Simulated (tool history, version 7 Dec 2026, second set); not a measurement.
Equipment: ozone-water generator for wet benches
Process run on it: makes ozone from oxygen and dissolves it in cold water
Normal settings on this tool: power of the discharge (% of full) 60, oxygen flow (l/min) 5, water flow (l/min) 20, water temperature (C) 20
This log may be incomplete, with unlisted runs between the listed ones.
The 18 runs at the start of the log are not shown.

run,hour,power of the discharge (% of full),oxygen flow (l/min),water flow (l/min),water temperature (C),hours of work since the electrodes were changed,hours of work since the contactor was cleaned,hours of work since the thermometer was calibrated,dissolved ozone (ppm),ozone in the gas ahead of the water (g/m3)
19,2676.3,60,5,20,17,4142,486,73,21.4,193.8
20,2758.4,60,5,19,20,4206,550,137,21.4,194.4
21,2948.1,60,8.01,20,20,4354,698,285,22.1,163.9
22,3031.7,91,4.39,24,27,4419,763,350,22.2,282.6
23,3165.6,59,5.21,30,26,4523,868,454,13.9,188.6
24,3296.8,59,5.21,30,26,4626,970,556,13.6,187
25,3455,50,5,31,20,4749,1093,680,12.8,167.1
26,3646.6,50,5,31,20,4898,1243,829,12.4,165.6
27,3815.9,60,5.35,20,20,5030,1375,961,20.9,187.5
28,3910.6,85,5.64,16,23,5104,1449,1035,30.2,240.9
29,4112.5,85,5.64,16,23,5262,1606,1193,30,241.7
30,4281.2,51,5.75,16,27,5393,1738,1324,18.5,161.1
31,4386.9,51,5.75,16,27,5476,1820,1407,18.5,160.7
32,4534.2,51,5.75,16,27,5591,1935,1521,18.4,159.1

Forecast each of these 5 alternatives for the next run:
A,4631.7,69,3.1,20,15,5667,2011,1598,?,?
B,4631.7,51,5.75,28,14,5667,2011,1598,?,?
C,4631.7,60,4.85,20,24,5667,2011,1598,?,?
D,4631.7,60,5,20,18,5667,2011,1598,?,?
E,4631.7,51,5.72,16,20,5667,2011,1598,?,?

run,dissolved ozone (ppm),ozone in the gas ahead of the water (g/m3)
A,21.1,249.6
B,15.3,159.9
C,18.9,192.8
D,21,191.5
E,21.1,161.2
What these runs would have given with no unlogged condition in the tool:
run,dissolved ozone (ppm),ozone in the gas ahead of the water (g/m3)
A,23.1,269.4
B,16.5,169.4
C,20.6,206.3
D,22.8,204.9
E,22.7,170.8
